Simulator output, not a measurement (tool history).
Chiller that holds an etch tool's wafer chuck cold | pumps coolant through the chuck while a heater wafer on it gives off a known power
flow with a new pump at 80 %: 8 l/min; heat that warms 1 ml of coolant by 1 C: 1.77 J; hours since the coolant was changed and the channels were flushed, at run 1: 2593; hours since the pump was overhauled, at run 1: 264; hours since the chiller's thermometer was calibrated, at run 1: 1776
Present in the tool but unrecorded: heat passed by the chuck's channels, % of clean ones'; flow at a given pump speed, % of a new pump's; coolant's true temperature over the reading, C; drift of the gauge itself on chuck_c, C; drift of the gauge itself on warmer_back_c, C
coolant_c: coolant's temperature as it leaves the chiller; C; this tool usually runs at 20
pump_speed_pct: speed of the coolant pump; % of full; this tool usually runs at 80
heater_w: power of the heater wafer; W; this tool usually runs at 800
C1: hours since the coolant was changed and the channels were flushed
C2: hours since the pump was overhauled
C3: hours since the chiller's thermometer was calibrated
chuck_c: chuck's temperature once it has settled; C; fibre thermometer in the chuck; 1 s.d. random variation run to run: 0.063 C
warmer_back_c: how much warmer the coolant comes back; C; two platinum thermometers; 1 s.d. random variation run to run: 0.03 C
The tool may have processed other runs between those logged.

run 1 hour=0.0 | coolant_c=20 pump_speed_pct=80 heater_w=800 | C1=2593 C2=264 C3=1776 | chuck_c=26.33 warmer_back_c=3.36
run 2 hour=27.8 | coolant_c=20 pump_speed_pct=80 heater_w=800 | C1=2621 C2=292 C3=1804 | chuck_c=26.41 warmer_back_c=3.32
run 3 hour=61.6 | coolant_c=21 pump_speed_pct=80 heater_w=800 | C1=2655 C2=325 C3=1837 | chuck_c=27.39 warmer_back_c=3.36
run 4 hour=84.1 | coolant_c=21 pump_speed_pct=80 heater_w=800 | C1=2677 C2=348 C3=1860 | chuck_c=27.48 warmer_back_c=3.31
run 5 hour=123.2 | coolant_c=20 pump_speed_pct=80 heater_w=800 | C1=2716 C2=387 C3=1899 | chuck_c=26.48 warmer_back_c=3.42
run 6 hour=159.9 | coolant_c=20 pump_speed_pct=80 heater_w=800 | C1=2753 C2=424 C3=1936 | chuck_c=26.39 warmer_back_c=3.38
run 7 hour=187.6 | coolant_c=20 pump_speed_pct=80 heater_w=800 | C1=2781 C2=451 C3=1963 | chuck_c=26.46 warmer_back_c=3.42
run 8 hour=214.8 | coolant_c=20 pump_speed_pct=80 heater_w=800 | C1=2808 C2=479 C3=1991 | chuck_c=26.40 warmer_back_c=3.37
run 9 hour=232.6 | coolant_c=20 pump_speed_pct=80 heater_w=1011 | C1=2826 C2=496 C3=2008 | chuck_c=28.10 warmer_back_c=4.26
run 10 hour=255.0 | coolant_c=14 pump_speed_pct=80 heater_w=953 | C1=2848 C2=519 C3=2031 | chuck_c=21.62 warmer_back_c=4.07
run 11 hour=287.6 | coolant_c=11 pump_speed_pct=73 heater_w=441 | C1=2881 C2=551 C3=2063 | chuck_c=14.89 warmer_back_c=2.11
run 12 hour=310.4 | coolant_c=20 pump_speed_pct=86 heater_w=800 | C1=2903 C2=574 C3=2086 | chuck_c=26.12 warmer_back_c=3.13
run 13 hour=332.4 | coolant_c=27 pump_speed_pct=77 heater_w=906 | C1=2925 C2=596 C3=2108 | chuck_c=34.48 warmer_back_c=3.98
run 14 hour=365.0 | coolant_c=27 pump_speed_pct=77 heater_w=906 | C1=2958 C2=629 C3=2141 | chuck_c=34.56 warmer_back_c=4.02
run 15 hour=396.8 | coolant_c=27 pump_speed_pct=77 heater_w=906 | C1=2990 C2=661 C3=2173 | chuck_c=34.54 warmer_back_c=4.05
run 16 hour=439.7 | coolant_c=27 pump_speed_pct=62 heater_w=625 | C1=3033 C2=704 C3=2216 | chuck_c=32.96 warmer_back_c=3.52
run 17 hour=478.9 | coolant_c=27 pump_speed_pct=62 heater_w=625 | C1=3072 C2=743 C3=2255 | chuck_c=33.05 warmer_back_c=3.51
run 18 hour=504.7 | coolant_c=20 pump_speed_pct=89 heater_w=1067 | C1=3098 C2=768 C3=2280 | chuck_c=27.92 warmer_back_c=4.11

5 options for the next run, each taken on its own from the tool as it stands now. Forecast them:
run A hour=523.3 | coolant_c=20 pump_speed_pct=89 heater_w=1011 | C1=3116 C2=787 C3=2299 | chuck_c=? warmer_back_c=?
run B hour=523.3 | coolant_c=20 pump_speed_pct=81 heater_w=607 | C1=3116 C2=787 C3=2299 | chuck_c=? warmer_back_c=?
run C hour=523.3 | coolant_c=20 pump_speed_pct=61 heater_w=800 | C1=3116 C2=787 C3=2299 | chuck_c=? warmer_back_c=?
run D hour=523.3 | coolant_c=26 pump_speed_pct=66 heater_w=593 | C1=3116 C2=787 C3=2299 | chuck_c=? warmer_back_c=?
run E hour=523.3 | coolant_c=10 pump_speed_pct=80 heater_w=435 | C1=3116 C2=787 C3=2299 | chuck_c=? warmer_back_c=?

run=A chuck_c=27.54 warmer_back_c=3.80
run=B chuck_c=24.86 warmer_back_c=2.58
run=C chuck_c=27.81 warmer_back_c=4.59
run=D chuck_c=31.52 warmer_back_c=3.10
run=E chuck_c=13.60 warmer_back_c=1.87
What these runs would have given with no unlogged condition in the tool:
run=A chuck_c=27.07 warmer_back_c=3.77
run=B chuck_c=24.52 warmer_back_c=2.56
run=C chuck_c=27.36 warmer_back_c=4.55
run=D chuck_c=31.16 warmer_back_c=3.07
run=E chuck_c=13.33 warmer_back_c=1.85

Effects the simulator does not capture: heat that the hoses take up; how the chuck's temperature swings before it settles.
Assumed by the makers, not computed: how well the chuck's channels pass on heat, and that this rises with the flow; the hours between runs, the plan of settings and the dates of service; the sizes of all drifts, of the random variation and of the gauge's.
